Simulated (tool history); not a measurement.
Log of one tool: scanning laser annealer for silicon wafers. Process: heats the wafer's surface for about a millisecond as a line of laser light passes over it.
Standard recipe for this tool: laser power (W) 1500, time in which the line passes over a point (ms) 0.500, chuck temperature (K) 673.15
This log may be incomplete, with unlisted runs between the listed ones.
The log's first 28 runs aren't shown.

run   hour  laser power (W)  time in which the line passes over a point (ms)  chuck temperature (K)  highest temperature of the surface (K)
     336.1  -- optics aligned, line set to its width
 29  336.1             1278                                            0.461                 661.15                                 1187.15
 30  349.8             1278                                            0.461                 661.15                                 1189.15
 31  358.5             1544                                            0.500                 673.15                                 1370.15
 32  375.1             1500                                            0.500                 685.15                                 1356.15
     384.0  -- window over the wafer cleaned
 33  393.0             1500                                            0.500                 685.15                                 1400.15
 34  400.2             1502                                            0.414                 673.15                                 1326.15
 35  407.9             1398                                            0.460                 706.15                                 1332.15
 36  418.8             1532                                            0.542                 706.15                                 1463.15
 37  433.0             1532                                            0.542                 706.15                                 1460.15
 38  448.9             1500                                            0.542                 683.15                                 1419.15
 39  458.3             1500                                            0.433                 676.15                                 1341.15
 40  465.2             1414                                            0.433                 676.15                                 1291.15

Alternative continuations, all from the tool just after run 40; predict every row:
  A  475.6             1604                                            0.496                 673.15                                       ?
  B  475.6             1423                                            0.383                 695.15                                       ?
  C  475.6             1507                                            0.476                 673.15                                       ?
  D  475.6             1318                                            0.463                 707.15                                       ?

run  highest temperature of the surface (K)
  A                                 1438.15
  B                                 1281.15
  C                                 1367.15
  D                                 1283.15
With no hidden state in the tool, these same runs would have given:
run  highest temperature of the surface (K)
  A                                 1446.15
  B                                 1287.15
  C                                 1374.15
  D                                 1288.15
